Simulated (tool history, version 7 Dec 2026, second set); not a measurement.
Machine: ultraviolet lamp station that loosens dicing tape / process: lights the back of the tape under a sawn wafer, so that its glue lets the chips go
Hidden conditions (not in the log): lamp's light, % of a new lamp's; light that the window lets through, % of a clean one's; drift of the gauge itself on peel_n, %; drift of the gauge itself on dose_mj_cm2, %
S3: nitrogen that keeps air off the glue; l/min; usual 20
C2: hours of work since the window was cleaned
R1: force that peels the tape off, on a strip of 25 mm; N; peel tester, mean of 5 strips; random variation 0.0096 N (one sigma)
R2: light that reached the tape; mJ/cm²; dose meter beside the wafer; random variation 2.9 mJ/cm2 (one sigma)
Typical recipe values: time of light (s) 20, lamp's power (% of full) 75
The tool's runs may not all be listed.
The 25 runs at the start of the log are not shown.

Run 26, hour 522.7: usual settings but lamp's power (% of full) 79; hours of work of the lamp 437; C2 60. Result: R1 0.505 N, R2 366 mJ/cm².
Run 27, hour 538.4: usual settings but time of light (s) 33, lamp's power (% of full) 77; hours of work of the lamp 445; C2 68. Result: R1 0.24 N, R2 590 mJ/cm².
Run 28, hour 560.9: usual settings but time of light (s) 33, lamp's power (% of full) 77; hours of work of the lamp 456; C2 79. Result: R1 0.253 N, R2 591 mJ/cm².
Run 29, hour 585.8: usual settings but time of light (s) 37, lamp's power (% of full) 82, S3 21 l/min; hours of work of the lamp 468; C2 91. Result: R1 0.222 N, R2 694 mJ/cm².
Run 30, hour 597.6: usual settings but time of light (s) 11, S3 11 l/min; hours of work of the lamp 474; C2 97. Result: R1 2.534 N, R2 188 mJ/cm².
Run 31, hour 620.2: usual settings but time of light (s) 11, S3 11 l/min; hours of work of the lamp 486; C2 109. Result: R1 2.699 N, R2 186 mJ/cm².
Run 32, hour 646.7: usual settings but time of light (s) 40, S3 16 l/min; hours of work of the lamp 499; C2 122. Result: R1 0.23 N, R2 678 mJ/cm².
Run 33, hour 673.5: usual settings but time of light (s) 40, S3 16 l/min; hours of work of the lamp 513; C2 135. Result: R1 0.23 N, R2 672 mJ/cm².
Run 34, hour 690.6: usual settings but time of light (s) 33, S3 16 l/min; hours of work of the lamp 521; C2 144. Result: R1 0.288 N, R2 550 mJ/cm².
Run 35, hour 716.9: usual settings but time of light (s) 13, lamp's power (% of full) 89; hours of work of the lamp 534; C2 157. Result: R1 1.062 N, R2 253 mJ/cm².
Run 36, hour 741.2: usual settings but time of light (s) 18, lamp's power (% of full) 89, S3 10 l/min; hours of work of the lamp 547; C2 169. Result: R1 0.942 N, R2 348 mJ/cm².

Each row is a separate what-if for the run after 36, all from the same tool condition, not one after another. Results?
Run A, hour 767.4: usual settings but time of light (s) 18, lamp's power (% of full) 100; hours of work of the lamp 560; C2 183. Result: R1 ?, R2 ?.
Run B, hour 767.4: usual settings but S3 10 l/min; hours of work of the lamp 560; C2 183. Result: R1 ?, R2 ?.
Run C, hour 767.4: usual settings but lamp's power (% of full) 89, S3 28 l/min; hours of work of the lamp 560; C2 183. Result: R1 ?, R2 ?.
Run D, hour 767.4: usual settings but time of light (s) 21, S3 17 l/min; hours of work of the lamp 560; C2 183. Result: R1 ?, R2 ?.
Run E, hour 767.4: usual settings but time of light (s) 39, lamp's power (% of full) 84, S3 7 l/min; hours of work of the lamp 560; C2 183. Result: R1 ?, R2 ?.

run     R1   R2
  A  0.431  395
  B  1.092  333
  C  0.356  389
  D  0.646  344
  E  0.318  714
Without the tool's unlogged condition, the same runs would have read:
run     R1   R2
  A  0.291  493
  B   0.69  416
  C  0.253  486
  D  0.408  431
  E  0.244  895
